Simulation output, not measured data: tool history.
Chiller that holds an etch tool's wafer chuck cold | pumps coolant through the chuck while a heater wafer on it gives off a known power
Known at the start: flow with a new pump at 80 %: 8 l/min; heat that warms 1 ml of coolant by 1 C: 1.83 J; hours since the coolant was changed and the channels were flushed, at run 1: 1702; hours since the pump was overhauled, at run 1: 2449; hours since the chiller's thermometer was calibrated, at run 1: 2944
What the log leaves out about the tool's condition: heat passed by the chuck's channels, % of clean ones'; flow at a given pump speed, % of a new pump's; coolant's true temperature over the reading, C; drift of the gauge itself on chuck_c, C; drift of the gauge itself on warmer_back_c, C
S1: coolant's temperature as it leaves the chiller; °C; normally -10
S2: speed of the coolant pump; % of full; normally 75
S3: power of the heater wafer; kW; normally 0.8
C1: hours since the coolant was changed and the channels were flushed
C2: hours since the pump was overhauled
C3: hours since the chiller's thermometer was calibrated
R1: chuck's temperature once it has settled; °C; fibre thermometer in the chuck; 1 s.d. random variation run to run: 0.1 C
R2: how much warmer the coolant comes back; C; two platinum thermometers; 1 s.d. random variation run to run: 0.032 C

run    hour   S1   S2     S3    C1    C2    C3    R1    R2
  1       0  -10   75    0.8  1702  2449  2944   0.7  3.79
       10.7  -- chiller's thermometer calibrated
  2    86.5  -10   75    0.8  1787  2534    76     0  3.77
  3   159.4  -10   75    0.8  1860  2607   149   0.2  3.83
  4     234  -10   75    0.8  1935  2682   223   0.2  3.83
  5   355.9  -10   75    0.8  2057  2804   345   0.3  3.83
  6   407.4  -10   75    0.8  2108  2855   397   0.3  3.78
  7   504.6  -10   75    0.8  2206  2952   494   0.3  3.92
  8   577.5  -10   75    0.8  2278  3025   567   0.4  3.89
  9   670.8  -10   75    0.8  2372  3118   660   0.5   3.9
 10   783.5  -10   75    0.8  2484  3231   773   0.6   3.9
 11   851.9  -10   75    0.8  2553  3300   841   0.8  3.92
 12   953.5  -10   70  0.777  2654  3401   943   0.7  4.06
 13  1040.4   -7  100    0.8  2741  3488  1030   2.2  3.03
 14  1149.6   -2   75  0.848  2851  3597  1139   9.6  4.15
 15  1225.6  -13   64  0.725  2927  3673  1215  -2.2  4.19
 16  1294.1  -13   64  0.725  2995  3742  1283    -2  4.24
 17  1391.9  -13   64  0.725  3093  3840  1381  -2.1  4.26
 18  1484.1  -10   94  0.833  3185  3932  1473   0.4  3.31
 19    1585  -10   94    0.8  3286  4033  1574   0.2  3.25
 20    1687  -10   94    0.8  3388  4135  1676   0.1  3.29

Measured less the same run without the tool's hidden state. The same run-to-run variation is in both; the gauge's scatter may not be:
run    R1     R2
  1  +1.8   +0.3
  2  +1.2   +0.3
  3  +1.2  +0.32
  4  +1.3  +0.33
  5  +1.4  +0.35
  6  +1.5  +0.35
  7  +1.5  +0.37
  8  +1.6  +0.38
  9  +1.7  +0.39
 10  +1.8  +0.41
 11  +1.9  +0.42
 12  +1.9  +0.46
 13  +1.8  +0.34
 14  +2.2   +0.5
 15  +2.1  +0.51
 16  +2.2  +0.52
 17  +2.3  +0.53
 18  +2.3  +0.43
 19  +2.3  +0.43
 20  +2.4  +0.45
